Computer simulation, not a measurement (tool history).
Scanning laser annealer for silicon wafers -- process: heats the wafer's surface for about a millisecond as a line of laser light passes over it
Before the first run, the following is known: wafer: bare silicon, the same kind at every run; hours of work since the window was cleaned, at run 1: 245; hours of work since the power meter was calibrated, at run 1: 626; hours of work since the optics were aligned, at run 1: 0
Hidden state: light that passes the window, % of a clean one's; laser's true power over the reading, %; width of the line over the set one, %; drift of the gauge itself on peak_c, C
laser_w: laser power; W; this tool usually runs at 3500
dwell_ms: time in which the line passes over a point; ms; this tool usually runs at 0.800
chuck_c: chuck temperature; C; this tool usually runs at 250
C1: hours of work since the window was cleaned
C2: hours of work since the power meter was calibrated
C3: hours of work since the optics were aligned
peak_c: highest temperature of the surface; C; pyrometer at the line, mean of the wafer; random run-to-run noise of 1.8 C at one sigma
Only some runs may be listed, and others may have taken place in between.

{"run": 1, "day": 0.0, "laser_w": 3500, "dwell_ms": 0.8, "chuck_c": 250, "C1": 245, "C2": 626, "C3": 0, "peak_c": 1040}
{"run": 2, "day": 0.717, "laser_w": 3500, "dwell_ms": 0.8, "chuck_c": 250, "C1": 256, "C2": 637, "C3": 11, "peak_c": 1033}
{"run": 3, "day": 1.696, "laser_w": 3459, "dwell_ms": 0.8, "chuck_c": 250, "C1": 271, "C2": 652, "C3": 25, "peak_c": 1025}
{"run": 4, "day": 2.308, "laser_w": 3459, "dwell_ms": 0.8, "chuck_c": 250, "C1": 280, "C2": 661, "C3": 35, "peak_c": 1026}
{"run": 5, "day": 3.121, "laser_w": 3362, "dwell_ms": 0.8, "chuck_c": 250, "C1": 292, "C2": 673, "C3": 47, "peak_c": 998}
{"run": 6, "day": 3.967, "laser_w": 3500, "dwell_ms": 0.8, "chuck_c": 273, "C1": 305, "C2": 686, "C3": 59, "peak_c": 1058}
{"run": 7, "day": 4.65, "laser_w": 3500, "dwell_ms": 0.8, "chuck_c": 273, "C1": 315, "C2": 696, "C3": 70, "peak_c": 1056}
{"run": 8, "day": 5.767, "laser_w": 3500, "dwell_ms": 0.577, "chuck_c": 250, "C1": 332, "C2": 713, "C3": 86, "peak_c": 919}
{"run": 9, "day": 6.658, "laser_w": 3500, "dwell_ms": 0.577, "chuck_c": 250, "C1": 345, "C2": 726, "C3": 100, "peak_c": 917}
{"run": 10, "day": 7.521, "laser_w": 3500, "dwell_ms": 0.577, "chuck_c": 235, "C1": 358, "C2": 739, "C3": 113, "peak_c": 897}
{"run": 11, "day": 8.296, "laser_w": 2998, "dwell_ms": 0.8, "chuck_c": 250, "C1": 370, "C2": 751, "C3": 124, "peak_c": 893}
{"run": 12, "day": 9.017, "laser_w": 2998, "dwell_ms": 0.8, "chuck_c": 250, "C1": 381, "C2": 761, "C3": 135, "peak_c": 893}
{"run": 13, "day": 9.604, "laser_w": 3500, "dwell_ms": 0.8, "chuck_c": 246, "C1": 389, "C2": 770, "C3": 144, "peak_c": 1023}
{"run": 14, "day": 10.096, "laser_w": 3500, "dwell_ms": 0.8, "chuck_c": 246, "C1": 397, "C2": 778, "C3": 151, "peak_c": 1027}
{"run": 15, "day": 11.233, "laser_w": 3500, "dwell_ms": 0.8, "chuck_c": 246, "C1": 414, "C2": 795, "C3": 168, "peak_c": 1022}
{"run": 16, "day": 12.038, "laser_w": 3500, "dwell_ms": 0.8, "chuck_c": 246, "C1": 426, "C2": 807, "C3": 180, "peak_c": 1021}
{"run": 17, "day": 12.95, "laser_w": 3500, "dwell_ms": 0.8, "chuck_c": 250, "C1": 439, "C2": 820, "C3": 194, "peak_c": 1025}
{"run": 18, "day": 13.588, "laser_w": 3467, "dwell_ms": 0.8, "chuck_c": 250, "C1": 449, "C2": 830, "C3": 204, "peak_c": 1016}
{"run": 19, "day": 14.154, "laser_w": 3500, "dwell_ms": 0.8, "chuck_c": 212, "C1": 458, "C2": 838, "C3": 212, "peak_c": 987}
{"run": 20, "day": 15.075, "laser_w": 3500, "dwell_ms": 0.8, "chuck_c": 212, "C1": 471, "C2": 852, "C3": 226, "peak_c": 988}
{"run": 21, "day": 15.779, "laser_w": 3500, "dwell_ms": 0.8, "chuck_c": 212, "C1": 482, "C2": 863, "C3": 236, "peak_c": 982}
{"run": 22, "day": 16.55, "laser_w": 3500, "dwell_ms": 0.8, "chuck_c": 212, "C1": 493, "C2": 874, "C3": 248, "peak_c": 985}
{"run": 23, "day": 17.725, "laser_w": 3277, "dwell_ms": 0.647, "chuck_c": 277, "C1": 511, "C2": 892, "C3": 266, "peak_c": 916}
{"run": 24, "day": 18.862, "laser_w": 3277, "dwell_ms": 0.993, "chuck_c": 277, "C1": 528, "C2": 909, "C3": 283, "peak_c": 1068}
{"run": 25, "day": 19.775, "laser_w": 3500, "dwell_ms": 0.81, "chuck_c": 222, "C1": 542, "C2": 923, "C3": 296, "peak_c": 997}
{"run": 26, "day": 20.404, "laser_w": 3207, "dwell_ms": 0.933, "chuck_c": 250, "C1": 551, "C2": 932, "C3": 306, "peak_c": 994}
{"run": 27, "day": 21.133, "laser_w": 3207, "dwell_ms": 0.933, "chuck_c": 250, "C1": 562, "C2": 943, "C3": 317, "peak_c": 995}
{"run": 28, "day": 21.796, "laser_w": 2993, "dwell_ms": 0.901, "chuck_c": 213, "C1": 572, "C2": 953, "C3": 327, "peak_c": 884}
{"run": 29, "day": 22.925, "laser_w": 3715, "dwell_ms": 0.901, "chuck_c": 213, "C1": 589, "C2": 970, "C3": 343, "peak_c": 1088}
{"run": 30, "day": 24.017, "laser_w": 3500, "dwell_ms": 0.8, "chuck_c": 247, "C1": 605, "C2": 986, "C3": 360, "peak_c": 1014}
{"run": 31, "day": 25.008, "laser_w": 3500, "dwell_ms": 0.8, "chuck_c": 247, "C1": 620, "C2": 1001, "C3": 375, "peak_c": 1008}
{"run": 32, "day": 25.988, "laser_w": 3500, "dwell_ms": 0.8, "chuck_c": 247, "C1": 635, "C2": 1016, "C3": 389, "peak_c": 1007}
{"run": 33, "day": 26.546, "laser_w": 3808, "dwell_ms": 0.671, "chuck_c": 254, "C1": 643, "C2": 1024, "C3": 398, "peak_c": 1026}
{"run": 34, "day": 27.121, "laser_w": 3808, "dwell_ms": 0.671, "chuck_c": 254, "C1": 652, "C2": 1033, "C3": 406, "peak_c": 1029}
{"run": 35, "day": 28.038, "laser_w": 3359, "dwell_ms": 0.8, "chuck_c": 250, "C1": 665, "C2": 1046, "C3": 420, "peak_c": 974}
{"run": 36, "day": 28.825, "laser_w": 3008, "dwell_ms": 0.8, "chuck_c": 250, "C1": 677, "C2": 1058, "C3": 432, "peak_c": 881}
{"run": 37, "day": 29.942, "laser_w": 3008, "dwell_ms": 0.8, "chuck_c": 250, "C1": 694, "C2": 1075, "C3": 449, "peak_c": 881}
{"run": 38, "day": 30.583, "laser_w": 3799, "dwell_ms": 0.633, "chuck_c": 265, "C1": 704, "C2": 1085, "C3": 458, "peak_c": 1013}
{"run": 39, "day": 31.071, "laser_w": 3799, "dwell_ms": 0.819, "chuck_c": 265, "C1": 711, "C2": 1092, "C3": 465, "peak_c": 1116}
{"run": 40, "day": 31.692, "laser_w": 3799, "dwell_ms": 0.819, "chuck_c": 265, "C1": 720, "C2": 1101, "C3": 475, "peak_c": 1110}

The next listed run, before its measurement:
{"run": 41, "day": 32.546, "laser_w": 3500, "dwell_ms": 0.575, "chuck_c": 272, "C1": 733, "C2": 1114, "C3": 488, "peak_c": "?"}

{"run 41": {"peak_c": 914}}
If the tool had no hidden condition, the same run with the same run-to-run variation would have returned peak_c 951 C.
